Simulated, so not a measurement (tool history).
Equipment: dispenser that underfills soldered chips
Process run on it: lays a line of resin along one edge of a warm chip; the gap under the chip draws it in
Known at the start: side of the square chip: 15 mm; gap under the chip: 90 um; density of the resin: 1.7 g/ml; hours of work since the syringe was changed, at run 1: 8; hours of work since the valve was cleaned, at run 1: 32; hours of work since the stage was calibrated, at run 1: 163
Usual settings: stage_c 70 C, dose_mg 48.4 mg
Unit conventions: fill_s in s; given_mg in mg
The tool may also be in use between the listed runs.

run  hour  stage_c  dose_mg  hours of work since the syringe was changed  hours of work since the valve was cleaned  hours of work since the stage was calibrated  fill_s  given_mg
  1   0.0       70     48.4                                            8                                         32                                           163   248.8     47.57
      4.2  -- new syringe of resin
  2   7.1       70     48.4                                            2                                         37                                           168   183.2     47.54
  3  12.4       64     48.4                                            6                                         41                                           172   272.0     47.51
     19.3  -- dispensing valve cleaned and set on the balance
     20.0  -- new syringe of resin
  4  21.9       64     48.4                                            1                                          2                                           178   207.7     48.42
  5  28.7       64     48.4                                            6                                          7                                           183   271.8     48.19
     35.1  -- new syringe of resin
  6  37.8       64     48.4                                            2                                         13                                           189   212.4     47.99
  7  43.3       64     48.4                                            6                                         17                                           193   268.5     48.05
     49.8  -- new syringe of resin
  8  50.5       70     48.4                                            1                                         22                                           199   162.4     47.87
  9  57.4       63     48.4                                            6                                         28                                           204   271.3     47.73
 10  61.5       70     48.4                                            9                                         31                                           207   257.4     47.66
     65.1  -- new syringe of resin
 11  69.7       70     48.4                                            3                                         36                                           212   204.0     47.51

Run 12, settings as shown, results not yet in. Your forecast:
 12  77.2       66     48.2                                            9                                         42                                           218       ?         ?

Run 12 measured fill_s 308.7 s, given_mg 47.23 mg.
The same run, on a tool lacking any hidden state, would have yielded fill_s 175.6 s, given_mg 48.24 mg.
